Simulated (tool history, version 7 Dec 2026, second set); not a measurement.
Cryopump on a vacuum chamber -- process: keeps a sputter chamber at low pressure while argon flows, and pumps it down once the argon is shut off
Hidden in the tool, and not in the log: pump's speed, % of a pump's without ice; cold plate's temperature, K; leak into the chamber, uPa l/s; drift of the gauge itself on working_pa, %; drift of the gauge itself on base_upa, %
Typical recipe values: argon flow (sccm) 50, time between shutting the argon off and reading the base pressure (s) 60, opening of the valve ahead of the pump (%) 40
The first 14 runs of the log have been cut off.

run    hour  argon flow (sccm)  time between shutting the argon off and reading the base pressure (s)  opening of the valve ahead of the pump (%)  hours of work since the pump was warmed up and emptied  hours of work since the cold head was overhauled  hours of work since the chamber's fittings were tightened  pressure while argon flows (Pa)  pressure after the wait (uPa)
 15   493.6                 50                                                                     46                                          40                                                     365                                               365                                                       1279                           0.2427                           5.36
 16   538.1                 50                                                                     46                                          40                                                     393                                               393                                                       1307                           0.2437                           5.52
 17   569.6                 97                                                                     60                                          40                                                     413                                               413                                                       1327                           0.4722                           4.69
 18   602.1                 97                                                                     60                                          40                                                     433                                               433                                                       1348                           0.4748                           4.79
 19   637.2                 25                                                                    118                                          40                                                     455                                               455                                                       1370                           0.1227                           3.43
 20   665.6                 54                                                                     26                                          57                                                     473                                               473                                                       1388                           0.1922                           8.32
 21   695.5                 54                                                                     26                                          57                                                     492                                               492                                                       1407                            0.192                           8.48
 22   727.5                 54                                                                     26                                          57                                                     512                                               512                                                       1427                           0.1935                           8.43
 23   768.4                 54                                                                     26                                          57                                                     538                                               538                                                       1453                           0.1934                            8.8
 24   798.5                 42                                                                     60                                          35                                                     557                                               557                                                       1472                           0.2358                           5.08
 25   844.9                 59                                                                     39                                          42                                                     587                                               587                                                       1501                           0.2831                            6.4
 26     869                 59                                                                     39                                          15                                                     602                                               602                                                       1516                           0.7477                           6.34
 27   909.8                 63                                                                     26                                          31                                                     628                                               628                                                       1542                           0.4033                           8.61
 28   930.1                 50                                                                     60                                          40                                                     640                                               640                                                       1555                           0.2524                            5.1
 29   965.7                 50                                                                    292                                          24                                                     663                                               663                                                       1577                           0.4087                           3.02
 30    1005                 50                                                                     60                                          19                                                     688                                               688                                                       1602                           0.5109                           5.26
 31  1042.2                 50                                                                    280                                          19                                                     711                                               711                                                       1626                           0.5127                           3.27
 32  1087.7                 79                                                                    280                                          19                                                     740                                               740                                                       1655                           0.8061                           3.36
 33  1117.5                 25                                                                     60                                          56                                                     759                                               759                                                       1673                           0.0937                           5.55

Here are 3 independent what-if runs from the current tool condition. What would each one return?
  A  1157.4                 83                                                                     60                                          15                                                     784                                               784                                                       1699                                ?                              ?
  B  1157.4                 50                                                                     60                                          42                                                     784                                               784                                                       1699                                ?                              ?
  C  1157.4                 85                                                                     59                                          54                                                     784                                               784                                                       1699                                ?                              ?

run  pressure while argon flows (Pa)  pressure after the wait (uPa)
  A                           1.0682                           5.58
  B                           0.2467                           5.46
  C                           0.3323                           5.67
Without the tool's hidden state the same runs would have given:
run  pressure while argon flows (Pa)  pressure after the wait (uPa)
  A                           1.0289                           3.04
  B                            0.223                           2.95
  C                           0.2921                            3.1
